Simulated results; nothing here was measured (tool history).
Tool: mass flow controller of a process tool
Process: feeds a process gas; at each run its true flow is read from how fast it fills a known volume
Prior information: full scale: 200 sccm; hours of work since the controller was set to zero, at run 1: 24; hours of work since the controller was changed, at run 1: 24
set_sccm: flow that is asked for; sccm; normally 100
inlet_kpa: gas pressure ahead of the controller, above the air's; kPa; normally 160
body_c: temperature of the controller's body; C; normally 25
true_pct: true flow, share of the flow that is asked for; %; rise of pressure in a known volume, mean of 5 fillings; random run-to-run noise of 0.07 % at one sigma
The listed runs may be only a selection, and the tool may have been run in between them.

run    hour  set_sccm  inlet_kpa  body_c  hours of work since the controller was set to zero  hours of work since the controller was changed  true_pct
  1     0.0       100        160      25                                                  24                                              24     98.35
  2    77.4       100        160      31                                                  72                                              72     98.52
  3   178.3       100        178      25                                                 134                                             134     98.59
  4   249.3       100        178      25                                                 178                                             178     98.57
  5   344.6       100        178      30                                                 237                                             237     98.72
  6   429.0       162        160      25                                                 289                                             289     99.23
  7   508.8       162        180      25                                                 338                                             338     99.44
  8   611.3       162        250      25                                                 402                                             402     99.71
  9   695.0       162        250      25                                                 453                                             453     99.83
 10   782.0       162        250      25                                                 507                                             507     99.69
 11   903.3       100        160      25                                                 582                                             582     98.43
 12  1011.7       100        160      22                                                 649                                             649     98.16
 13  1126.2       100        160      22                                                 720                                             720     98.28
 14  1251.4       100        160      22                                                 797                                             797     98.30
 15  1388.8       100        160      29                                                 882                                             882     98.55
 16  1460.9        43        160      25                                                 926                                             926     97.71
 17  1538.5        43        160      25                                                 974                                             974     97.56
 18  1637.8       100        160      31                                                1036                                            1036     98.75
 19  1722.0       100        160      31                                                1088                                            1088     98.45
 20  1868.4       100        160      31                                                1178                                            1178     98.59
 21  2003.7       100        160      31                                                1262                                            1262     98.58
 22  2084.2       100        160      31                                                1311                                            1311     98.51
 23  2192.4       100        160      30                                                1378                                            1378     98.60
 24  2272.8       100        160      30                                                1428                                            1428     98.55
 25  2370.5       100        160      29                                                1488                                            1488     98.52
 26  2512.2       100        182      28                                                1576                                            1576     98.66
 27  2628.3        34        160      25                                                1648                                            1648     97.50
 28  2704.2        59        220      35                                                1694                                            1694     98.29
 29  2783.1       130        160      31                                                1743                                            1743     99.08
 30  2927.7       130        160      31                                                1832                                            1832     99.01
 31  3008.9       130        160      31                                                1883                                            1883     99.10
 32  3140.0       100        160      35                                                1964                                            1964     98.76
 33  3257.9       100        259      35                                                2036                                            2036     99.16
 34  3364.2       107        179      25                                                2102                                            2102     98.59
 35  3505.3        36        160      25                                                2189                                            2189     97.42
 36  3578.3        79        186      25                                                2234                                            2234     98.25
 37  3685.6        79        186      25                                                2301                                            2301     98.28
 38  3775.1        79        186      25                                                2356                                            2356     98.10
 39  3852.7        58        186      39                                                2404                                            2404     98.37
 40  3913.1        31        186      30                                                2441                                            2441     97.61
 41  3979.3        29        216      26                                                2482                                            2482     97.75
 42  4086.1        29        216      26                                                2548                                            2548     97.73
 43  4154.9        34        228      26                                                2591                                            2591     97.69
 44  4266.9        34        228      26                                                2660                                            2660     97.73

3 ways to go on from here, each from the tool as it stands after run 44. What would each give?
  A  4367.0        34        171      26                                                2722                                            2722         ?
  B  4367.0        31        154      26                                                2722                                            2722         ?
  C  4367.0       100        208      25                                                2722                                            2722         ?

run  true_pct
  A     97.57
  B     97.34
  C     98.62
Take away the tool's hidden state, keep each run's random variation, and the runs would have read:
run  true_pct
  A     97.56
  B     97.33
  C     98.62
